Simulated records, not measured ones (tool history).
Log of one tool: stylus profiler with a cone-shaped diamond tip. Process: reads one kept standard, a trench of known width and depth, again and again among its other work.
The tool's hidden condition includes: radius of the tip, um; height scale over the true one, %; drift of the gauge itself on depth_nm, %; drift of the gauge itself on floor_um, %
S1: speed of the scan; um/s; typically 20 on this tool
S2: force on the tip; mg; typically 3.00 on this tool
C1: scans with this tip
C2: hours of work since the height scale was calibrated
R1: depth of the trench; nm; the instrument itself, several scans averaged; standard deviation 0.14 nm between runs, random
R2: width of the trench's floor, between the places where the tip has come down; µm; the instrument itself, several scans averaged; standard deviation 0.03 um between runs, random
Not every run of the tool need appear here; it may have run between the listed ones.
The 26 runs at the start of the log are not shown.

run 27 day=14.954 | S1=28 S2=1.99 | C1=4586 C2=372 | R1=503.14 R2=96.90
run 28 day=15.383 | S1=14 S2=4.93 | C1=4640 C2=376 | R1=504.91 R2=96.96
run 29 day=16.192 | S1=29 S2=1.66 | C1=4741 C2=384 | R1=502.89 R2=96.83
run 30 day=16.821 | S1=6 S2=3.00 | C1=4819 C2=390 | R1=503.65 R2=96.96
run 31 day=17.492 | S1=6 S2=6.51 | C1=4903 C2=397 | R1=506.26 R2=96.97
run 32 day=18.250 | S1=26 S2=7.64 | C1=4997 C2=405 | R1=506.63 R2=96.87
run 33 day=19.025 | S1=26 S2=4.54 | C1=5094 C2=413 | R1=504.83 R2=96.86
run 34 day=19.742 | S1=26 S2=4.54 | C1=5184 C2=420 | R1=504.98 R2=96.89
run 35 day=20.454 | S1=26 S2=8.85 | C1=5273 C2=427 | R1=507.31 R2=96.83
run 36 day=21.079 | S1=26 S2=8.85 | C1=5351 C2=434 | R1=507.11 R2=96.91
run 37 day=21.908 | S1=10 S2=5.08 | C1=5454 C2=442 | R1=505.13 R2=96.92
run 38 day=22.567 | S1=10 S2=5.08 | C1=5536 C2=449 | R1=505.15 R2=96.86
run 39 day=23.067 | S1=17 S2=6.02 | C1=5599 C2=454 | R1=505.71 R2=96.92
run 40 day=23.438 | S1=8 S2=4.44 | C1=5645 C2=457 | R1=504.96 R2=96.86
run 41 day=24.021 | S1=22 S2=5.44 | C1=5718 C2=463 | R1=505.71 R2=96.87
run 42 day=24.762 | S1=74 S2=1.90 | C1=5811 C2=471 | R1=503.43 R2=96.68
run 43 day=25.583 | S1=74 S2=1.90 | C1=5913 C2=479 | R1=503.27 R2=96.62

Predict each of these 3 candidate next runs independently; none follows another, all start after run 43:
run A day=26.246 | S1=20 S2=3.94 | C1=5996 C2=486 | R1=? R2=?
run B day=26.246 | S1=74 S2=2.91 | C1=5996 C2=486 | R1=? R2=?
run C day=26.246 | S1=74 S2=4.10 | C1=5996 C2=486 | R1=? R2=?

run=A R1=504.54 R2=96.82
run=B R1=504.01 R2=96.68
run=C R1=504.92 R2=96.72
With no hidden state in the tool, these same runs would have given:
run=A R1=503.58 R2=97.29
run=B R1=503.05 R2=97.16
run=C R1=503.96 R2=97.19

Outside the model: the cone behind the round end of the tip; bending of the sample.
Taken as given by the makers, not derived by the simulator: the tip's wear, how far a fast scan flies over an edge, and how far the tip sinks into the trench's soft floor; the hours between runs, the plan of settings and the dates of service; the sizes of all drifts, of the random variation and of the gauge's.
